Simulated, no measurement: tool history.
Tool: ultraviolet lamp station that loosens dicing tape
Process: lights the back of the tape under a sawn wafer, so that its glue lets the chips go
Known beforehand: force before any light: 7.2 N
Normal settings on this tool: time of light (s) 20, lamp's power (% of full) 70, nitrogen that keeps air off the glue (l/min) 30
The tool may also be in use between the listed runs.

run,hour,time of light (s),lamp's power (% of full),nitrogen that keeps air off the glue (l/min),force that peels the tape off (N),light that reached the tape (J/m2)
1,0,20,70,30,1.166,3080
2,17.8,20,70,30,1.142,3070
3,30.1,20,70,30,1.173,3030
4,48,20,70,30,1.155,3050
5,57.9,20,70,30,1.099,3020
6,73.5,22,70,9,1.905,3320
7,86.8,15,91,18,1.594,2910
8,103.6,19,88,19,1.142,3600
9,114.8,19,76,56,0.808,3170
10,133.1,19,76,56,0.788,3080

Consider 3 possible next runs. They are alternatives, not a sequence: every one starts from the tool as it was left by run 10. What does each give?
A,151.5,19,75,56,?,?
B,151.5,21,93,56,?,?
C,151.5,17,63,30,?,?

run,force that peels the tape off (N),light that reached the tape (J/m2)
A,0.839,3080
B,0.446,4200
C,1.81,2310
With the hidden condition removed and each run's random variation left untouched, the same runs would have given:
run,force that peels the tape off (N),light that reached the tape (J/m2)
A,0.639,3530
B,0.337,4830
C,1.484,2650

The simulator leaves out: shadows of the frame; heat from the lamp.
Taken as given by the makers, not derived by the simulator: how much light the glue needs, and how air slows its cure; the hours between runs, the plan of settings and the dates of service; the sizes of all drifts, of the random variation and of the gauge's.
